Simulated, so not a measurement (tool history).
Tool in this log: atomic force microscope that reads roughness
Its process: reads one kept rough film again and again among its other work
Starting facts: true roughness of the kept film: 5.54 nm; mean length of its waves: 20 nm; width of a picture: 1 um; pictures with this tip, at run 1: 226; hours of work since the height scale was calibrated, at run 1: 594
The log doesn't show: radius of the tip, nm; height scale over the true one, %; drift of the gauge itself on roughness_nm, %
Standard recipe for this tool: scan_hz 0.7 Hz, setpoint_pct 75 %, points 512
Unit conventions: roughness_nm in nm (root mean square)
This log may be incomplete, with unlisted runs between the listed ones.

| run | hour | scan_hz | setpoint_pct | points | pictures with this tip | hours of work since the height scale was calibrated | roughness_nm |
|---|---|---|---|---|---|---|---|
| 1 | 0 | 0.7 | 75 | 512 | 226 | 594 | 3.493 |
| 2 | 49.7 | 0.7 | 75 | 512 | 306 | 630 | 3.325 |
| 3 | 87.5 | 0.7 | 75 | 512 | 366 | 658 | 3.233 |
|  | 113.1 | new tip fitted |
| 4 | 134.6 | 0.7 | 75 | 643 | 35 | 692 | 3.929 |
| 5 | 171 | 0.7 | 75 | 643 | 93 | 718 | 3.759 |
| 6 | 213.1 | 0.7 | 75 | 512 | 161 | 749 | 3.599 |
| 7 | 256.4 | 0.7 | 75 | 512 | 230 | 781 | 3.457 |
| 8 | 293 | 0.7 | 75 | 545 | 289 | 808 | 3.342 |
| 9 | 344.5 | 0.7 | 75 | 545 | 372 | 845 | 3.178 |
|  | 365.7 | new tip fitted |
| 10 | 373.6 | 2.487 | 75 | 512 | 12 | 866 | 3.503 |
| 11 | 411.1 | 0.7 | 75 | 645 | 73 | 894 | 3.894 |
| 12 | 451.7 | 0.963 | 75 | 512 | 138 | 923 | 3.624 |
| 13 | 504 | 0.963 | 75 | 512 | 222 | 962 | 3.439 |
| 14 | 553 | 2.358 | 75 | 512 | 300 | 997 | 2.974 |
| 15 | 591 | 2.358 | 75 | 512 | 361 | 1025 | 2.888 |
|  | 617.5 | new tip fitted |
| 16 | 617.5 | 0.7 | 75 | 571 | 0 | 1044 | 4.049 |
| 17 | 660.6 | 0.7 | 75 | 571 | 69 | 1076 | 3.862 |
| 18 | 705.6 | 0.7 | 75 | 273 | 141 | 1109 | 3.606 |
| 19 | 748 | 0.7 | 75 | 393 | 209 | 1140 | 3.531 |
| 20 | 784.2 | 0.7 | 87 | 393 | 267 | 1166 | 3.237 |
| 21 | 815.9 | 0.7 | 75 | 512 | 318 | 1189 | 3.29 |
| 22 | 847.3 | 3.381 | 75 | 487 | 369 | 1212 | 2.66 |
|  | 869.8 | new tip fitted |
| 23 | 880.8 | 0.592 | 67 | 294 | 17 | 1236 | 3.957 |
| 24 | 904.5 | 0.7 | 59 | 512 | 55 | 1254 | 3.989 |
| 25 | 939.1 | 2.785 | 75 | 305 | 111 | 1279 | 3.114 |
| 26 | 967.6 | 0.7 | 57 | 522 | 157 | 1300 | 3.783 |
| 27 | 1014 | 3.332 | 84 | 369 | 231 | 1334 | 2.531 |
| 28 | 1056.4 | 3.332 | 84 | 369 | 299 | 1365 | 2.432 |
|  | 1061 | height scale calibrated on a step standard |
| 29 | 1095.4 | 3.873 | 68 | 743 | 360 | 25 | 2.795 |
|  | 1124.1 | new tip fitted |
| 30 | 1130.2 | 0.697 | 84 | 512 | 10 | 50 | 3.897 |
| 31 | 1176.6 | 0.697 | 84 | 512 | 85 | 84 | 3.691 |
| 32 | 1197.8 | 0.754 | 84 | 716 | 119 | 100 | 3.628 |
|  | 1219.6 | height scale calibrated on a step standard, once more |
| 33 | 1222.5 | 0.754 | 84 | 716 | 157 | 2 | 3.572 |
| 34 | 1266.8 | 0.754 | 84 | 716 | 228 | 35 | 3.443 |
| 35 | 1290.9 | 0.717 | 76 | 512 | 266 | 52 | 3.464 |
| 36 | 1329.8 | 0.717 | 87 | 904 | 329 | 81 | 3.226 |
| 37 | 1352.8 | 3.386 | 55 | 819 | 366 | 97 | 3.273 |
|  | 1378 | new tip fitted |
| 38 | 1397.9 | 0.984 | 78 | 981 | 32 | 130 | 3.771 |
| 39 | 1429 | 0.984 | 78 | 981 | 82 | 153 | 3.655 |
| 40 | 1462.5 | 0.7 | 75 | 911 | 136 | 177 | 3.647 |
| 41 | 1501.6 | 1.069 | 65 | 449 | 198 | 206 | 3.538 |
| 42 | 1548.6 | 1.069 | 65 | 729 | 274 | 240 | 3.419 |

Results per run with the tool's hidden condition removed, run-to-run variation unchanged:
| run | roughness_nm |
|---|---|
| 1 | 4.053 |
| 2 | 4.038 |
| 3 | 4.06 |
| 4 | 4.111 |
| 5 | 4.076 |
| 6 | 4.076 |
| 7 | 4.087 |
| 8 | 4.077 |
| 9 | 4.067 |
| 10 | 3.569 |
| 11 | 4.122 |
| 12 | 4.002 |
| 13 | 4 |
| 14 | 3.619 |
| 15 | 3.634 |
| 16 | 4.1 |
| 17 | 4.086 |
| 18 | 3.998 |
| 19 | 4.071 |
| 20 | 3.867 |
| 21 | 4.055 |
| 22 | 3.369 |
| 23 | 4.077 |
| 24 | 4.21 |
| 25 | 3.412 |
| 26 | 4.258 |
| 27 | 2.98 |
| 28 | 2.983 |
| 29 | 3.553 |
| 30 | 3.98 |
| 31 | 3.948 |
| 32 | 3.959 |
| 33 | 3.944 |
| 34 | 3.944 |
| 35 | 4.055 |
| 36 | 3.912 |
| 37 | 4.037 |
| 38 | 3.957 |
| 39 | 3.952 |
| 40 | 4.074 |
| 41 | 4.105 |
| 42 | 4.141 |

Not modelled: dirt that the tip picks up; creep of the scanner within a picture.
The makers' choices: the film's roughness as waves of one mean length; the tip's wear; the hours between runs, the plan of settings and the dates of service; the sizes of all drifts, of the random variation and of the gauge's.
